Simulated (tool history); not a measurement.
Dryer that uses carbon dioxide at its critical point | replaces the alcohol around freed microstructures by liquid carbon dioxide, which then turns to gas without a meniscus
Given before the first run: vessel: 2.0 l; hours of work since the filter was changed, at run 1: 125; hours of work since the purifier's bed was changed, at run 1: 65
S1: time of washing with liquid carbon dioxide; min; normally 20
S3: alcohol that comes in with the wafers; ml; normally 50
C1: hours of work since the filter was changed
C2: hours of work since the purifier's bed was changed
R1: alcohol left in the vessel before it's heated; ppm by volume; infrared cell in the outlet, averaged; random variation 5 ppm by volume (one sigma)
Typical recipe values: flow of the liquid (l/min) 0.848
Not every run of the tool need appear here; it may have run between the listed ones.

{"run": 1, "hour": 0.0, "S1": 20, "flow of the liquid (l/min)": 0.848, "S3": 50, "C1": 125, "C2": 65, "R1": 30}
{"run": 2, "hour": 25.0, "S1": 20, "flow of the liquid (l/min)": 0.848, "S3": 50, "C1": 142, "C2": 83, "R1": 18}
{"run": 3, "hour": 52.4, "S1": 20, "flow of the liquid (l/min)": 0.848, "S3": 50, "C1": 161, "C2": 102, "R1": 36}
{"run": 4, "hour": 74.7, "S1": 20, "flow of the liquid (l/min)": 0.848, "S3": 50, "C1": 177, "C2": 118, "R1": 32}
{"run": 5, "hour": 95.6, "S1": 20, "flow of the liquid (l/min)": 0.848, "S3": 50, "C1": 192, "C2": 132, "R1": 41}
{"run": 6, "hour": 117.0, "S1": 20, "flow of the liquid (l/min)": 0.848, "S3": 50, "C1": 207, "C2": 147, "R1": 28}
{"run": 7, "hour": 133.2, "S1": 20, "flow of the liquid (l/min)": 0.848, "S3": 24, "C1": 218, "C2": 159, "R1": 32}
{"run": 8, "hour": 151.7, "S1": 20, "flow of the liquid (l/min)": 0.848, "S3": 24, "C1": 231, "C2": 172, "R1": 23}
{"run": 9, "hour": 168.8, "S1": 20, "flow of the liquid (l/min)": 0.85, "S3": 50, "C1": 243, "C2": 184, "R1": 33}
{"run": 10, "hour": 183.9, "S1": 20, "flow of the liquid (l/min)": 0.848, "S3": 50, "C1": 253, "C2": 194, "R1": 42}
{"run": 11, "hour": 204.4, "S1": 20, "flow of the liquid (l/min)": 0.848, "S3": 50, "C1": 268, "C2": 209, "R1": 39}
{"run": 12, "hour": 218.5, "S1": 24, "flow of the liquid (l/min)": 0.848, "S3": 50, "C1": 278, "C2": 218, "R1": 26}
{"run": 13, "hour": 235.7, "S1": 24, "flow of the liquid (l/min)": 0.848, "S3": 50, "C1": 290, "C2": 231, "R1": 29}
{"hour": 247.0, "done": "inlet filter changed"}
{"run": 14, "hour": 264.0, "S1": 24, "flow of the liquid (l/min)": 0.848, "S3": 50, "C1": 12, "C2": 250, "R1": 33}
{"run": 15, "hour": 287.9, "S1": 14, "flow of the liquid (l/min)": 1.034, "S3": 50, "C1": 29, "C2": 266, "R1": 42}
{"run": 16, "hour": 311.0, "S1": 14, "flow of the liquid (l/min)": 1.034, "S3": 50, "C1": 45, "C2": 283, "R1": 53}
{"run": 17, "hour": 334.9, "S1": 15, "flow of the liquid (l/min)": 0.828, "S3": 45, "C1": 62, "C2": 299, "R1": 88}
{"run": 18, "hour": 356.0, "S1": 25, "flow of the liquid (l/min)": 0.848, "S3": 50, "C1": 76, "C2": 314, "R1": 31}
{"run": 19, "hour": 381.8, "S1": 25, "flow of the liquid (l/min)": 0.848, "S3": 50, "C1": 94, "C2": 332, "R1": 38}
{"run": 20, "hour": 408.3, "S1": 13, "flow of the liquid (l/min)": 0.848, "S3": 50, "C1": 113, "C2": 351, "R1": 186}
{"run": 21, "hour": 436.9, "S1": 23, "flow of the liquid (l/min)": 0.708, "S3": 50, "C1": 133, "C2": 371, "R1": 48}
{"run": 22, "hour": 456.4, "S1": 17, "flow of the liquid (l/min)": 0.848, "S3": 111, "C1": 147, "C2": 384, "R1": 111}
{"run": 23, "hour": 473.0, "S1": 17, "flow of the liquid (l/min)": 0.848, "S3": 111, "C1": 158, "C2": 396, "R1": 116}
{"run": 24, "hour": 498.8, "S1": 17, "flow of the liquid (l/min)": 0.578, "S3": 66, "C1": 176, "C2": 414, "R1": 448}
{"run": 25, "hour": 523.7, "S1": 17, "flow of the liquid (l/min)": 1.306, "S3": 29, "C1": 194, "C2": 432, "R1": 50}
{"run": 26, "hour": 546.5, "S1": 21, "flow of the liquid (l/min)": 0.848, "S3": 35, "C1": 210, "C2": 447, "R1": 63}
{"run": 27, "hour": 577.0, "S1": 18, "flow of the liquid (l/min)": 0.897, "S3": 27, "C1": 231, "C2": 469, "R1": 65}

Branching from run 27: 5 alternative next runs. What would each branch give?
{"run": "A", "hour": 597.5, "S1": 18, "flow of the liquid (l/min)": 0.897, "S3": 32, "C1": 245, "C2": 483, "R1": "?"}
{"run": "B", "hour": 597.5, "S1": 18, "flow of the liquid (l/min)": 1.19, "S3": 114, "C1": 245, "C2": 483, "R1": "?"}
{"run": "C", "hour": 597.5, "S1": 20, "flow of the liquid (l/min)": 0.794, "S3": 50, "C1": 245, "C2": 483, "R1": "?"}
{"run": "D", "hour": 597.5, "S1": 15, "flow of the liquid (l/min)": 0.897, "S3": 27, "C1": 245, "C2": 483, "R1": "?"}
{"run": "E", "hour": 597.5, "S1": 18, "flow of the liquid (l/min)": 0.897, "S3": 109, "C1": 245, "C2": 483, "R1": "?"}

run=A R1=67
run=B R1=53
run=C R1=83
run=D R1=81
run=E R1=99
Had the tool no hidden state, the same runs would have come out as:
run=A R1=13
run=B R1=4
run=C R1=23
run=D R1=16
run=E R1=26
